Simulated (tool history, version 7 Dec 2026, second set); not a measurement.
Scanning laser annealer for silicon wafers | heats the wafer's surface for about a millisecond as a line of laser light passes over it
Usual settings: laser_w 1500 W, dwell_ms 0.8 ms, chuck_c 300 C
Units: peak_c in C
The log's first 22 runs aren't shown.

run	hour	laser_w	dwell_ms	chuck_c	hours of work since the window was cleaned	hours of work since the power meter was calibrated	hours of work since the optics were aligned	peak_c
# hour 409.6: window over the wafer cleaned
23	430.7	1499	0.998	287	10	272	931	1083
24	452.8	1634	0.823	322	20	282	941	1133
25	471.2	1494	0.729	310	28	291	950	1000
26	492	1494	0.612	275	38	300	959	918
27	508.9	1607	0.612	318	46	308	967	1018
28	526.1	1450	0.8	300	53	316	975	991
29	547.5	1450	0.8	300	63	326	985	994
30	570.4	1450	0.8	265	74	336	995	955
31	592.9	1450	0.8	265	84	346	1005	957
32	615.1	1408	0.91	311	94	357	1016	1016
33	639.3	1408	0.91	311	105	368	1027	1015
34	656.5	1408	0.91	311	113	376	1035	1017
35	668.9	1354	0.914	298	119	381	1040	969
36	684.5	1354	0.921	299	126	388	1047	972

3 ways to go on from here, each from the tool as it stands after run 36. What would each give?
A	710	1513	0.921	323	138	400	1059	?
B	710	1431	0.8	300	138	400	1059	?
C	710	1500	0.744	312	138	400	1059	?

run	peak_c
A	1097
B	976
C	1009
Without the tool's hidden state the same runs would have given:
run	peak_c
A	1119
B	996
C	1029
